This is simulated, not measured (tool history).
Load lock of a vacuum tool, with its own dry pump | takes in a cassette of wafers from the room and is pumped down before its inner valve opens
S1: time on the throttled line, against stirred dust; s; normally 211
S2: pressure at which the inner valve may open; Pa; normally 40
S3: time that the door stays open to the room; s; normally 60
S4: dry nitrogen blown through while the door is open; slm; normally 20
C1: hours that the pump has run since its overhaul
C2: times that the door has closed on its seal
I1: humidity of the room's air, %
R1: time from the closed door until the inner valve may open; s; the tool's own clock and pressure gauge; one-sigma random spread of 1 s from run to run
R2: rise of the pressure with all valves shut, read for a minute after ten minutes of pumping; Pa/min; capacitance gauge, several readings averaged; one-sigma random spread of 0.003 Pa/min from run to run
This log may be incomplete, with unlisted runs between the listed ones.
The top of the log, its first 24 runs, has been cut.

{"run": 25, "hour": 2041.7, "S1": 259, "S2": 40, "S3": 60, "S4": 12, "C1": 5380, "C2": 7882, "I1": 44.3, "R1": 316.3, "R2": 0.041}
{"run": 26, "hour": 2122.7, "S1": 211, "S2": 62, "S3": 60, "S4": 15, "C1": 5461, "C2": 8075, "I1": 44.1, "R1": 267.6, "R2": 0.04}
{"run": 27, "hour": 2197.4, "S1": 135, "S2": 34, "S3": 90, "S4": 15, "C1": 5535, "C2": 8254, "I1": 42.2, "R1": 204.5, "R2": 0.056}
{"run": 28, "hour": 2259.7, "S1": 135, "S2": 34, "S3": 90, "S4": 15, "C1": 5598, "C2": 8402, "I1": 44.9, "R1": 205.0, "R2": 0.058}
{"run": 29, "hour": 2354.7, "S1": 329, "S2": 61, "S3": 57, "S4": 34, "C1": 5693, "C2": 8629, "I1": 44.8, "R1": 374.8, "R2": 0.035}
{"run": 30, "hour": 2463.4, "S1": 143, "S2": 40, "S3": 60, "S4": 6, "C1": 5801, "C2": 8888, "I1": 45.2, "R1": 209.5, "R2": 0.049}
{"run": 31, "hour": 2537.5, "S1": 143, "S2": 40, "S3": 60, "S4": 6, "C1": 5875, "C2": 9064, "I1": 43.9, "R1": 209.6, "R2": 0.045}
{"run": 32, "hour": 2622.8, "S1": 211, "S2": 35, "S3": 168, "S4": 20, "C1": 5961, "C2": 9268, "I1": 46.7, "R1": 273.2, "R2": 0.081}
{"run": 33, "hour": 2697.1, "S1": 211, "S2": 63, "S3": 172, "S4": 22, "C1": 6035, "C2": 9445, "I1": 46.9, "R1": 266.9, "R2": 0.082}
{"run": 34, "hour": 2755.8, "S1": 211, "S2": 63, "S3": 172, "S4": 22, "C1": 6094, "C2": 9585, "I1": 47.1, "R1": 268.0, "R2": 0.081}
{"run": 35, "hour": 2865.4, "S1": 211, "S2": 63, "S3": 172, "S4": 22, "C1": 6203, "C2": 9846, "I1": 47.1, "R1": 268.0, "R2": 0.081}
{"run": 36, "hour": 2944.4, "S1": 211, "S2": 44, "S3": 53, "S4": 20, "C1": 6282, "C2": 10034, "I1": 46.6, "R1": 271.5, "R2": 0.039}
{"run": 37, "hour": 2999.5, "S1": 211, "S2": 34, "S3": 77, "S4": 20, "C1": 6337, "C2": 10166, "I1": 46.6, "R1": 272.0, "R2": 0.045}
{"run": 38, "hour": 3094.1, "S1": 355, "S2": 78, "S3": 77, "S4": 19, "C1": 6432, "C2": 10391, "I1": 45.2, "R1": 397.1, "R2": 0.047}

Here are 3 independent what-if runs from the current tool condition. What would each one return?
{"run": "A", "hour": 3160.8, "S1": 314, "S2": 78, "S3": 36, "S4": 4, "C1": 6499, "C2": 10550, "I1": 42.7, "R1": "?", "R2": "?"}
{"run": "B", "hour": 3160.8, "S1": 211, "S2": 51, "S3": 73, "S4": 20, "C1": 6499, "C2": 10550, "I1": 44.8, "R1": "?", "R2": "?"}
{"run": "C", "hour": 3160.8, "S1": 211, "S2": 64, "S3": 60, "S4": 17, "C1": 6499, "C2": 10550, "I1": 42.5, "R1": "?", "R2": "?"}

run=A R1=358.8 R2=0.035
run=B R1=267.6 R2=0.039
run=C R1=267.2 R2=0.041
Without the tool's hidden state the same runs would have given:
run=A R1=358.8 R2=0.035
run=B R1=267.6 R2=0.039
run=C R1=267.2 R2=0.041

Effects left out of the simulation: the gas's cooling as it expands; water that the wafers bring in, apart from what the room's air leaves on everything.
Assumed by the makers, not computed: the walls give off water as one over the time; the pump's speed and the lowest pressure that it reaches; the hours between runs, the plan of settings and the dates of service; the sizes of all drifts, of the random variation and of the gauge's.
